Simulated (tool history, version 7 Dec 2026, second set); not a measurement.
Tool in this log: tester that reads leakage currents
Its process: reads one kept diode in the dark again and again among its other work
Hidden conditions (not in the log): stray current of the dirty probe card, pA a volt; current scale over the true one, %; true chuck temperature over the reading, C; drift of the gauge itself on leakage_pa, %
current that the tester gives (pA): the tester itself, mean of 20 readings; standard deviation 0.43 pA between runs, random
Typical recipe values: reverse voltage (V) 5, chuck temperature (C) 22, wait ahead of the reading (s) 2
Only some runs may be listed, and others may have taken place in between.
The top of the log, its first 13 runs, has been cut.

| run | day | reverse voltage (V) | chuck temperature (C) | wait ahead of the reading (s) | hours of work since the probe card was cleaned | hours of work since the tester was calibrated | hours of work since the chuck was calibrated | current that the tester gives (pA) |
|---|---|---|---|---|---|---|---|---|
| 14 | 22.408 | 5 | 22 | 2 | 1327 | 964 | 463 | 151.42 |
| 15 | 23.533 | 5 | 22 | 2 | 1346 | 983 | 482 | 151.06 |
| 16 | 25.004 | 5 | 22 | 2 | 1371 | 1008 | 507 | 152.07 |
| 17 | 26.721 | 5 | 22 | 2 | 1400 | 1038 | 536 | 152.47 |
| 18 | 28.229 | 5 | 24 | 2 | 1426 | 1063 | 562 | 184.39 |
| 19 | 29.996 | 5 | 24 | 2 | 1456 | 1094 | 592 | 185.61 |
| 20 | 30.971 | 5 | 24 | 2 | 1473 | 1110 | 609 | 186.13 |
| 21 | 32.854 | 5 | 22 | 0.66 | 1505 | 1143 | 641 | 154.99 |
| 22 | 34.567 | 5 | 22 | 0.66 | 1535 | 1172 | 671 | 155.94 |
|  | 35.379 | chuck's temperature calibrated |
| 23 | 35.629 | 3.93 | 39 | 1.46 | 1551 | 1189 | 4 | 590.31 |
| 24 | 37.383 | 3.93 | 39 | 1.36 | 1581 | 1219 | 34 | 588.47 |
| 25 | 38.675 | 12.85 | 39 | 5.56 | 1604 | 1241 | 56 | 1176.21 |
| 26 | 40.308 | 12.85 | 39 | 5.56 | 1632 | 1269 | 84 | 1184.86 |
| 27 | 41.658 | 3.43 | 37 | 8.32 | 1655 | 1292 | 107 | 462.23 |
| 28 | 42.9 | 3.43 | 37 | 8.32 | 1676 | 1313 | 129 | 461.03 |
| 29 | 44.721 | 3.43 | 37 | 8.32 | 1707 | 1344 | 160 | 461.53 |
| 30 | 46.904 | 3.43 | 37 | 8.32 | 1744 | 1382 | 197 | 463.83 |
| 31 | 49.025 | 3.43 | 37 | 8.32 | 1781 | 1418 | 234 | 466.68 |
| 32 | 50.871 | 4.51 | 41 | 4.25 | 1812 | 1450 | 265 | 770.91 |
| 33 | 51.967 | 7.09 | 22 | 9.27 | 1831 | 1468 | 284 | 185.71 |
| 34 | 53.175 | 7.09 | 22 | 9.27 | 1852 | 1489 | 305 | 186.42 |

What does the tool deliver on the next run?
| 35 | 54.821 | 7.09 | 22 | 9.27 | 1880 | 1517 | 333 | ? |

Run 35 gave current that the tester gives (pA) 186.63.
Had the tool carried no hidden state, the very same run would have given current that the tester gives (pA) 173.34.

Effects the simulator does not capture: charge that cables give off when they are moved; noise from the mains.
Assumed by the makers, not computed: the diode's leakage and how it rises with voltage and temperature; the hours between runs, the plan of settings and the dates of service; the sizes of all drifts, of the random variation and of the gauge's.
